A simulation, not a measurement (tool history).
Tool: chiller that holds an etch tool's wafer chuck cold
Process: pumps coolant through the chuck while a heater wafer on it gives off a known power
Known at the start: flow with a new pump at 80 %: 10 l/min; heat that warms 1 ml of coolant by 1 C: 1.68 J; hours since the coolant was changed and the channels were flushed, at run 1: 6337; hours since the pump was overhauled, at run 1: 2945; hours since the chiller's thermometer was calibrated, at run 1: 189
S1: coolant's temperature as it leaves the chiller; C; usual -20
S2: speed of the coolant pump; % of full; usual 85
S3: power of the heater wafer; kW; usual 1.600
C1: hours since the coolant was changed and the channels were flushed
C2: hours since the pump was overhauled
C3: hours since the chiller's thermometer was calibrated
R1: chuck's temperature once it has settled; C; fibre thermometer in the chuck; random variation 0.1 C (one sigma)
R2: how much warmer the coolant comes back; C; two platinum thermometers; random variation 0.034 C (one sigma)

run	hour	S1	S2	S3	C1	C2	C3	R1	R2
1	0.0	-20	85	1.600	6337	2945	189	-6.8	5.34
2	77.6	-20	85	1.600	6414	3023	267	-7.0	5.24
3	140.0	-16	85	1.600	6477	3085	329	-2.8	5.30
4	201.4	-16	85	1.600	6538	3147	391	-3.1	5.20
5	249.1	-16	85	1.600	6586	3194	438	-2.9	5.20
6	336.7	-16	85	1.600	6673	3282	526	-2.9	5.19
7	374.2	-16	85	1.600	6711	3320	564	-3.0	5.14
8	443.1	-20	85	1.600	6780	3388	632	-7.1	5.15
9	491.8	-20	85	1.600	6828	3437	681	-7.1	5.12
10	565.4	-20	85	1.600	6902	3511	755	-7.0	5.07
11	603.8	-20	85	1.600	6940	3549	793	-6.9	5.04
12	640.9	-11	85	1.600	6977	3586	830	2.1	5.08
13	707.4	-11	85	1.600	7044	3653	897	1.9	5.01
14	746.8	-20	85	1.600	7083	3692	936	-6.8	4.98
15	795.0	-20	85	1.600	7131	3740	984	-6.9	4.96
16	850.2	-20	85	1.600	7187	3796	1040	-7.0	4.95
17	899.2	-20	85	1.600	7236	3845	1089	-6.9	4.94
18	977.4	-16	63	1.600	7314	3923	1167	0.7	7.00
19	1051.1	-16	63	1.046	7388	3996	1240	-5.1	4.39
# hour 1081.4: gauge calibrated
20	1133.9	-16	63	1.046	7470	4079	1323	-5.2	4.85
21	1190.4	-16	67	1.976	7527	4136	1380	3.7	8.56
22	1232.6	-16	67	1.976	7569	4178	1422	3.6	8.47
23	1299.0	-16	67	1.976	7636	4244	1488	3.6	8.52
24	1383.2	-16	67	1.976	7720	4328	1572	3.5	8.42
25	1441.5	-20	63	1.600	7778	4387	1631	-3.4	7.25
26	1524.6	-20	75	1.600	7861	4470	1714	-5.4	5.93
27	1591.2	-20	85	1.384	7928	4537	1781	-8.8	4.43
28	1644.6	-28	85	1.384	7981	4590	1834	-16.5	4.33
29	1710.6	-28	85	1.384	8047	4656	1900	-16.7	4.32
30	1746.4	-19	67	1.028	8083	4692	1936	-8.8	4.14
31	1801.3	-19	67	1.028	8138	4747	1991	-8.9	4.19
32	1884.2	-19	67	1.028	8221	4829	2073	-8.7	4.11
33	1926.6	-19	82	1.985	8263	4872	2116	-2.4	6.53

Forecast each of these 3 alternatives for the next run:
# hour 1943.2: chiller's thermometer calibrated
A	1963.6	-20	85	1.524	8299	4908	20	?	?
# hour 1943.2: chiller's thermometer calibrated
B	1963.6	-23	74	1.600	8299	4908	20	?	?
# hour 1943.2: chiller's thermometer calibrated
C	1963.6	-27	98	1.449	8299	4908	20	?	?

run	R1	R2
A	-7.4	4.69
B	-8.4	5.82
C	-16.5	3.74
Without the tool's hidden state the same runs would have given:
run	R1	R2
A	-7.4	5.08
B	-8.4	6.21
C	-16.5	4.13
